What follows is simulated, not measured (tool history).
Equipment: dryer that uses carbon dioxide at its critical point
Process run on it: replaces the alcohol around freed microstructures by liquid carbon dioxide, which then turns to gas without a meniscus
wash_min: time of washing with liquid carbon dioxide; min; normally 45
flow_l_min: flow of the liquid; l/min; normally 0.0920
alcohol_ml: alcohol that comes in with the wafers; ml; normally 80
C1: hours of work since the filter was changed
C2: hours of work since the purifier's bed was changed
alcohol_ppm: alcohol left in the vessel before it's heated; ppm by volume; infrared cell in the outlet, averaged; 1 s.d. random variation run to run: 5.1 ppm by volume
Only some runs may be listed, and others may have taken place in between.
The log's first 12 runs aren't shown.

run 13 hour=143.5 | wash_min=47 flow_l_min=0.0614 alcohol_ml=80 | C1=306 C2=412 | alcohol_ppm=1395
run 14 hour=159.3 | wash_min=47 flow_l_min=0.0614 alcohol_ml=80 | C1=315 C2=421 | alcohol_ppm=1381
run 15 hour=168.9 | wash_min=47 flow_l_min=0.0614 alcohol_ml=80 | C1=320 C2=426 | alcohol_ppm=1411
run 16 hour=175.8 | wash_min=45 flow_l_min=0.0820 alcohol_ml=80 | C1=323 C2=430 | alcohol_ppm=372
run 17 hour=186.4 | wash_min=45 flow_l_min=0.0820 alcohol_ml=80 | C1=329 C2=435 | alcohol_ppm=377
run 18 hour=198.5 | wash_min=45 flow_l_min=0.0820 alcohol_ml=80 | C1=335 C2=442 | alcohol_ppm=365
run 19 hour=213.8 | wash_min=57 flow_l_min=0.0890 alcohol_ml=46 | C1=343 C2=450 | alcohol_ppm=88
run 20 hour=225.6 | wash_min=57 flow_l_min=0.0890 alcohol_ml=46 | C1=350 C2=456 | alcohol_ppm=92
run 21 hour=237.3 | wash_min=57 flow_l_min=0.0890 alcohol_ml=23 | C1=356 C2=462 | alcohol_ppm=84
run 22 hour=246.9 | wash_min=66 flow_l_min=0.0664 alcohol_ml=80 | C1=361 C2=467 | alcohol_ppm=189
run 23 hour=260.5 | wash_min=43 flow_l_min=0.0920 alcohol_ml=47 | C1=368 C2=474 | alcohol_ppm=196
run 24 hour=269.2 | wash_min=43 flow_l_min=0.0920 alcohol_ml=47 | C1=373 C2=479 | alcohol_ppm=206
run 25 hour=278.3 | wash_min=43 flow_l_min=0.0920 alcohol_ml=47 | C1=378 C2=484 | alcohol_ppm=194
run 26 hour=290.2 | wash_min=43 flow_l_min=0.0920 alcohol_ml=47 | C1=384 C2=490 | alcohol_ppm=212
run 27 hour=299.6 | wash_min=71 flow_l_min=0.1534 alcohol_ml=47 | C1=389 C2=495 | alcohol_ppm=72
-- hour=308.3 inlet filter changed
run 28 hour=316.9 | wash_min=71 flow_l_min=0.1534 alcohol_ml=47 | C1=5 C2=504 | alcohol_ppm=76
run 29 hour=329.2 | wash_min=71 flow_l_min=0.1534 alcohol_ml=47 | C1=11 C2=510 | alcohol_ppm=83
run 30 hour=339.4 | wash_min=71 flow_l_min=0.1324 alcohol_ml=73 | C1=16 C2=516 | alcohol_ppm=88
run 31 hour=353.1 | wash_min=45 flow_l_min=0.0749 alcohol_ml=50 | C1=24 C2=523 | alcohol_ppm=232
run 32 hour=364.1 | wash_min=34 flow_l_min=0.1470 alcohol_ml=104 | C1=30 C2=529 | alcohol_ppm=96
run 33 hour=371.7 | wash_min=45 flow_l_min=0.1492 alcohol_ml=104 | C1=34 C2=533 | alcohol_ppm=74
run 34 hour=380.5 | wash_min=47 flow_l_min=0.0989 alcohol_ml=20 | C1=38 C2=537 | alcohol_ppm=94
run 35 hour=392.0 | wash_min=47 flow_l_min=0.0989 alcohol_ml=20 | C1=44 C2=544 | alcohol_ppm=92

Predict each of these 5 candidate next runs independently; none follows another, all start after run 35:
run A hour=398.9 | wash_min=47 flow_l_min=0.1151 alcohol_ml=20 | C1=48 C2=547 | alcohol_ppm=?
run B hour=398.9 | wash_min=32 flow_l_min=0.0989 alcohol_ml=20 | C1=48 C2=547 | alcohol_ppm=?
run C hour=398.9 | wash_min=27 flow_l_min=0.1325 alcohol_ml=88 | C1=48 C2=547 | alcohol_ppm=?
run D hour=398.9 | wash_min=37 flow_l_min=0.0989 alcohol_ml=20 | C1=48 C2=547 | alcohol_ppm=?
run E hour=398.9 | wash_min=47 flow_l_min=0.0924 alcohol_ml=20 | C1=48 C2=547 | alcohol_ppm=?

run=A alcohol_ppm=86
run=B alcohol_ppm=168
run=C alcohol_ppm=229
run=D alcohol_ppm=119
run=E alcohol_ppm=96
The same runs, with their run-to-run variation unchanged, on a tool lacking any hidden condition would have given:
run=A alcohol_ppm=4
run=B alcohol_ppm=74
run=C alcohol_ppm=124
run=D alcohol_ppm=29
run=E alcohol_ppm=13
